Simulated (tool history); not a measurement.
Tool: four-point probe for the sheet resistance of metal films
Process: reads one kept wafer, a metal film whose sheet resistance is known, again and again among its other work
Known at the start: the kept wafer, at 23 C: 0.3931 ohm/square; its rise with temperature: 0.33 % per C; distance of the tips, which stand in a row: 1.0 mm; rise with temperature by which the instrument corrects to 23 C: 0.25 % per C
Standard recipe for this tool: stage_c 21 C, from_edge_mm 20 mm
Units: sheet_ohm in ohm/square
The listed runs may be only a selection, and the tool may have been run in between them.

{"run": 1, "day": 0.0, "stage_c": 21, "from_edge_mm": 20, "sheet_ohm": 0.389849}
{"run": 2, "day": 4.129, "stage_c": 21, "from_edge_mm": 20, "sheet_ohm": 0.389789}
{"run": 3, "day": 7.883, "stage_c": 21, "from_edge_mm": 13, "sheet_ohm": 0.390503}
{"run": 4, "day": 11.15, "stage_c": 18, "from_edge_mm": 20, "sheet_ohm": 0.388974}
{"run": 5, "day": 15.367, "stage_c": 18, "from_edge_mm": 20, "sheet_ohm": 0.388943}
{"run": 6, "day": 20.308, "stage_c": 18, "from_edge_mm": 20, "sheet_ohm": 0.388944}
{"run": 7, "day": 24.371, "stage_c": 18, "from_edge_mm": 20, "sheet_ohm": 0.388749}
{"run": 8, "day": 27.896, "stage_c": 18, "from_edge_mm": 20, "sheet_ohm": 0.388809}
{"run": 9, "day": 32.446, "stage_c": 18, "from_edge_mm": 20, "sheet_ohm": 0.388932}
{"run": 10, "day": 35.262, "stage_c": 18, "from_edge_mm": 20, "sheet_ohm": 0.388865}
{"day": 35.692, "done": "stage's thermometer calibrated"}
{"run": 11, "day": 37.854, "stage_c": 18, "from_edge_mm": 20, "sheet_ohm": 0.388347}
{"run": 12, "day": 40.721, "stage_c": 19, "from_edge_mm": 6, "sheet_ohm": 0.393898}
{"day": 44.175, "done": "stage's thermometer calibrated, once more"}
{"run": 13, "day": 44.683, "stage_c": 19, "from_edge_mm": 6, "sheet_ohm": 0.3949}
{"run": 14, "day": 48.675, "stage_c": 21, "from_edge_mm": 5, "sheet_ohm": 0.398016}
{"run": 15, "day": 51.7, "stage_c": 18, "from_edge_mm": 9, "sheet_ohm": 0.391547}
{"run": 16, "day": 55.733, "stage_c": 30, "from_edge_mm": 7, "sheet_ohm": 0.396655}
{"run": 17, "day": 60.079, "stage_c": 21, "from_edge_mm": 11, "sheet_ohm": 0.391674}
{"run": 18, "day": 64.167, "stage_c": 26, "from_edge_mm": 4, "sheet_ohm": 0.403926}
{"run": 19, "day": 68.742, "stage_c": 24, "from_edge_mm": 3, "sheet_ohm": 0.412605}
{"run": 20, "day": 71.888, "stage_c": 26, "from_edge_mm": 3, "sheet_ohm": 0.413161}
{"run": 21, "day": 75.858, "stage_c": 21, "from_edge_mm": 60, "sheet_ohm": 0.389909}
{"run": 22, "day": 80.225, "stage_c": 22, "from_edge_mm": 10, "sheet_ohm": 0.391932}

What if the next run were any one of these 3? Each begins from the tool's condition after run 22:
{"run": "A", "day": 83.162, "stage_c": 26, "from_edge_mm": 69, "sheet_ohm": "?"}
{"run": "B", "day": 83.162, "stage_c": 33, "from_edge_mm": 10, "sheet_ohm": "?"}
{"run": "C", "day": 83.162, "stage_c": 21, "from_edge_mm": 23, "sheet_ohm": "?"}

run=A sheet_ohm=0.39117
run=B sheet_ohm=0.39515
run=C sheet_ohm=0.390083
Stripped of hidden state, with their random variation kept, the same runs would have yielded:
run=A sheet_ohm=0.393995
run=B sheet_ohm=0.397996
run=C sheet_ohm=0.392906

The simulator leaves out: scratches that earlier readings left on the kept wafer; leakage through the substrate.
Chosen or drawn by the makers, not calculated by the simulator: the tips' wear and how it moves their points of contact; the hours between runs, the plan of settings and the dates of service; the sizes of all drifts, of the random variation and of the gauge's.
